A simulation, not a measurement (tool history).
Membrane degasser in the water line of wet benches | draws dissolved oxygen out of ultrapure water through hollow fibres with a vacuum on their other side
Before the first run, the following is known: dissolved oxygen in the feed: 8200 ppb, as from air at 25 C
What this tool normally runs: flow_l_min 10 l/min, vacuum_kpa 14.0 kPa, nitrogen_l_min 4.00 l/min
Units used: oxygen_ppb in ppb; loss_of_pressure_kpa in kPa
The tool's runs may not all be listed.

run	day	flow_l_min	vacuum_kpa	nitrogen_l_min	oxygen_ppb	loss_of_pressure_kpa
1	0.000	10	14.0	4.00	86.3	28.03
2	3.033	10	14.0	4.00	87.7	28.09
3	5.517	10	9.0	4.00	54.3	28.00
4	9.138	10	9.0	4.00	54.8	27.98
5	12.525	10	9.0	4.00	54.7	28.16
6	14.954	10	14.0	1.76	172.4	28.00
7	16.696	10	14.0	11.65	41.5	28.07
8	20.146	10	14.0	11.65	41.3	28.19
9	22.042	11	14.0	4.00	106.0	31.02
10	23.642	11	14.0	4.00	107.0	30.86
# day 23.888: vacuum gauge calibrated
11	27.350	10	14.0	4.00	88.7	28.06
12	30.596	10	14.0	4.00	90.0	27.90
13	32.333	10	14.0	4.00	88.1	28.55
14	34.712	10	14.0	4.00	91.9	28.35
15	38.296	10	14.0	4.00	88.9	27.90
# day 38.971: vacuum gauge calibrated, once more
16	41.221	8	14.0	4.00	63.6	22.47
17	44.138	10	14.0	10.72	43.7	28.13
18	46.496	15	10.5	10.72	126.2	41.94
19	48.325	15	10.5	10.72	126.6	42.51
20	52.162	6	14.0	6.62	29.1	16.89
21	53.842	12	10.9	11.93	60.8	33.65
22	57.054	12	10.9	11.93	62.5	33.75
23	59.408	10	14.0	1.74	176.3	28.29
24	61.333	10	21.5	8.85	72.0	28.21
25	62.996	10	29.2	2.82	258.0	28.11
26	66.629	10	20.3	3.38	148.9	28.46
27	69.117	10	20.3	3.38	151.1	28.34
28	72.212	10	14.0	2.20	147.9	28.26
29	74.383	9	14.0	2.20	126.8	25.33
30	77.129	7	17.2	1.76	155.4	19.97
31	79.492	10	11.9	2.74	100.4	28.29

Per-run results on a tool with no hidden state, each run keeping its own random variation:
Hidden state at play: membrane still open, %; true pressure behind the membrane over the reading, kPa; air that leaks in behind the membrane, l/min; drift of the gauge itself on oxygen_ppb, %; drift of the gauge itself on loss_of_pressure_kpa, %.
run	oxygen_ppb	loss_of_pressure_kpa
1	79.2	27.64
2	80.3	27.69
3	49.1	27.59
4	49.5	27.55
5	49.3	27.72
6	158.3	27.54
7	37.6	27.60
8	37.3	27.71
9	96.9	30.48
10	97.7	30.32
11	79.7	27.54
12	80.7	27.37
13	78.9	28.01
14	82.3	27.79
15	79.5	27.33
16	57.6	22.01
17	39.6	27.53
18	115.7	41.04
19	115.8	41.59
20	25.5	16.51
21	54.8	32.88
22	56.2	32.96
23	163.0	27.63
24	65.2	27.54
25	237.4	27.43
26	136.2	27.76
27	138.1	27.63
28	135.4	27.53
29	115.3	24.67
30	138.5	19.44
31	90.9	27.53

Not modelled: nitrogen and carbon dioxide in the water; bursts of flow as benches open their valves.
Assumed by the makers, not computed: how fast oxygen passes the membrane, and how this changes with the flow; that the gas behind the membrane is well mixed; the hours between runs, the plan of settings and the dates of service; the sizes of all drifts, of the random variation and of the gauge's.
